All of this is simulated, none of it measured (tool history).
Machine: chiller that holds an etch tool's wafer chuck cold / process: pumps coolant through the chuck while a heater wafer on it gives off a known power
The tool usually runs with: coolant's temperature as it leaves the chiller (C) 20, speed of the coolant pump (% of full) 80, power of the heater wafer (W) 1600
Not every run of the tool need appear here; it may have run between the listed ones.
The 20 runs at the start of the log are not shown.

| run | day | coolant's temperature as it leaves the chiller (C) | speed of the coolant pump (% of full) | power of the heater wafer (W) | chuck's temperature once it has settled (C) | how much warmer the coolant comes back (C) |
|---|---|---|---|---|---|---|
| 21 | 19.492 | 14 | 68 | 1667 | 28.7 | 5.41 |
| 22 | 20.379 | 14 | 68 | 1667 | 28.7 | 5.39 |
| 23 | 21.621 | 14 | 68 | 1667 | 28.7 | 5.43 |
| 24 | 22.900 | 14 | 68 | 1667 | 28.6 | 5.49 |
| 25 | 23.629 | 27 | 82 | 1667 | 39.1 | 4.33 |
| 26 | 24.362 | 27 | 82 | 1667 | 39.1 | 4.41 |
| 27 | 25.100 | 27 | 82 | 1667 | 39.3 | 4.41 |
| 28 | 26.150 | 16 | 60 | 1296 | 29.0 | 4.91 |
| 29 | 26.738 | 10 | 72 | 1632 | 23.7 | 5.00 |

What does the tool deliver on the next run?
| 30 | 27.758 | 10 | 72 | 1158 | ? | ? |

Logged for run 30: chuck's temperature once it has settled (C) 19.7, how much warmer the coolant comes back (C) 3.49.
The same run, on a tool lacking any hidden state, would have yielded chuck's temperature once it has settled (C) 19.7, how much warmer the coolant comes back (C) 3.48.
